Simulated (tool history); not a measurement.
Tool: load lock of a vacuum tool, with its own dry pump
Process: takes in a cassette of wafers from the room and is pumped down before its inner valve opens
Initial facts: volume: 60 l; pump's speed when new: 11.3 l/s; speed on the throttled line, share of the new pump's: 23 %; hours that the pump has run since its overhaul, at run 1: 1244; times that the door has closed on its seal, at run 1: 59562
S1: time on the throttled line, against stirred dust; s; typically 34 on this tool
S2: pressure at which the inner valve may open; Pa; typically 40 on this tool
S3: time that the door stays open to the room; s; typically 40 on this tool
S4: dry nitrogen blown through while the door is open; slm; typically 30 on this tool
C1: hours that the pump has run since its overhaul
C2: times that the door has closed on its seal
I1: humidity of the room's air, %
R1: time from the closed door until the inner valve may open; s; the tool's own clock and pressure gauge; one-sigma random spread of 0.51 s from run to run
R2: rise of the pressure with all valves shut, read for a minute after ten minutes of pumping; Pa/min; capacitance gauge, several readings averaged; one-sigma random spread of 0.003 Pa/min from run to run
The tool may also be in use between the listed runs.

| run | hour | S1 | S2 | S3 | S4 | C1 | C2 | I1 | R1 | R2 |
|---|---|---|---|---|---|---|---|---|---|---|
| 1 | 0.0 | 34 | 40 | 40 | 30 | 1244 | 59562 | 44.9 | 67.8 | 0.247 |
| 2 | 279.5 | 34 | 40 | 40 | 30 | 1523 | 60368 | 42.1 | 68.8 | 0.255 |
| 3 | 752.9 | 34 | 40 | 40 | 30 | 1997 | 61733 | 43.2 | 68.7 | 0.260 |
| 4 | 1152.6 | 34 | 40 | 89 | 30 | 2396 | 62886 | 44.2 | 67.8 | 0.278 |
| 5 | 1542.5 | 34 | 40 | 40 | 30 | 2786 | 64011 | 41.7 | 69.6 | 0.269 |
|  | 1762.5 | door's seal changed, seat wiped |
| 6 | 1927.1 | 34 | 40 | 40 | 30 | 3169 | 475 | 44.5 | 69.2 | 0.019 |
| 7 | 2416.1 | 34 | 40 | 40 | 30 | 3658 | 1885 | 44.7 | 70.1 | 0.022 |
| 8 | 2881.0 | 41 | 40 | 40 | 30 | 4123 | 3226 | 48.0 | 74.1 | 0.021 |
| 9 | 3166.9 | 45 | 40 | 40 | 37 | 4409 | 4051 | 46.2 | 77.2 | 0.023 |
| 10 | 3525.1 | 45 | 47 | 160 | 37 | 4767 | 5084 | 43.2 | 77.8 | 0.039 |
| 11 | 3858.8 | 45 | 71 | 44 | 7 | 5101 | 6047 | 49.4 | 75.3 | 0.038 |
| 12 | 4117.2 | 26 | 43 | 27 | 15 | 5360 | 6792 | 45.2 | 64.5 | 0.029 |
| 13 | 4695.7 | 34 | 29 | 184 | 30 | 5938 | 8461 | 45.4 | 71.3 | 0.054 |
| 14 | 5215.8 | 34 | 62 | 64 | 38 | 6458 | 9961 | 46.2 | 67.6 | 0.029 |
| 15 | 5784.7 | 22 | 48 | 40 | 7 | 7027 | 11602 | 42.1 | 60.5 | 0.046 |
| 16 | 6302.5 | 33 | 69 | 80 | 41 | 7545 | 13095 | 45.8 | 66.3 | 0.044 |

Alternative continuations, all from the tool just after run 16; predict every row:
| A | 6798.9 | 23 | 38 | 80 | 41 | 8041 | 14527 | 43.8 | ? | ? |
| B | 6798.9 | 22 | 69 | 80 | 9 | 8041 | 14527 | 48.9 | ? | ? |
| C | 6798.9 | 34 | 40 | 46 | 30 | 8041 | 14527 | 46.9 | ? | ? |

| run | R1 | R2 |
|---|---|---|
| A | 63.9 | 0.047 |
| B | 59.6 | 0.061 |
| C | 70.2 | 0.044 |
With the hidden condition removed and each run's random variation left untouched, the same runs would have given:
| run | R1 | R2 |
|---|---|---|
| A | 60.6 | 0.021 |
| B | 56.5 | 0.035 |
| C | 67.2 | 0.017 |
